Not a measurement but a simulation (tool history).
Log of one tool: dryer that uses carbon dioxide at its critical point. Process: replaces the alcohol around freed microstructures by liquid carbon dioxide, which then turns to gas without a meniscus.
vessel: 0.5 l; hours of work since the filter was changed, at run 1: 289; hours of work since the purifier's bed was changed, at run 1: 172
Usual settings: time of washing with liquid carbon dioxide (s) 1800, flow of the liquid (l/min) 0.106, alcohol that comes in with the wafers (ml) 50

run	hour	time of washing with liquid carbon dioxide (s)	flow of the liquid (l/min)	alcohol that comes in with the wafers (ml)	hours of work since the filter was changed	hours of work since the purifier's bed was changed	alcohol left in the vessel before it's heated (ppm by volume)
1	0.0	1800	0.106	50	289	172	435
2	7.0	1800	0.064	50	293	176	3804
3	12.1	1800	0.064	50	296	178	3850
4	18.9	1800	0.064	50	300	182	3877
5	27.4	1800	0.064	50	304	187	3764
6	32.3	1800	0.064	50	307	189	3859
7	37.2	1800	0.064	50	310	192	3931
8	46.5	1800	0.064	50	315	197	3880
9	56.6	1800	0.064	50	320	203	3974
10	62.0	1800	0.064	56	323	206	4528
11	68.1	1800	0.106	22	327	209	254
12	77.3	1800	0.106	22	332	214	255
13	84.4	2220	0.106	22	336	218	145
14	91.4	2220	0.106	22	339	222	149
15	96.3	1800	0.106	50	342	224	481
16	101.4	1800	0.106	20	345	227	243
17	108.6	1800	0.106	20	349	231	243
18	113.2	1800	0.106	50	351	234	493
19	120.8	2100	0.106	50	355	238	244
20	128.4	2100	0.106	50	360	242	258
21	133.5	2100	0.106	50	362	245	261
22	139.7	2040	0.106	50	366	248	287
23	148.5	2040	0.106	50	371	253	289
24	154.3	2160	0.109	109	374	256	351
25	158.6	2400	0.070	40	376	258	834
26	165.1	2400	0.070	40	380	262	849
27	172.6	1680	0.161	101	384	266	167
28	179.0	1980	0.131	51	387	270	161
29	186.8	1800	0.106	29	392	274	338
30	197.3	1740	0.072	59	397	280	3804
31	207.7	1740	0.074	41	403	285	2407
32	218.0	1140	0.103	50	409	291	3798
33	225.5	1620	0.106	50	413	295	896
34	230.2	1620	0.159	50	415	298	160
35	239.6	1200	0.105	59	420	303	3502

5 ways to go on from here, each from the tool as it stands after run 35. What would each give?
A	245.3	2340	0.077	106	423	306	?
B	245.3	1200	0.105	30	423	306	?
C	245.3	1800	0.099	70	423	306	?
D	245.3	1200	0.105	38	423	306	?
E	245.3	2340	0.105	59	423	306	?

run	alcohol left in the vessel before it's heated (ppm by volume)
A	1575
B	1815
C	1056
D	2351
E	236
Without the tool's hidden state the same runs would have given:
run	alcohol left in the vessel before it's heated (ppm by volume)
A	731
B	1042
C	472
D	1366
E	50

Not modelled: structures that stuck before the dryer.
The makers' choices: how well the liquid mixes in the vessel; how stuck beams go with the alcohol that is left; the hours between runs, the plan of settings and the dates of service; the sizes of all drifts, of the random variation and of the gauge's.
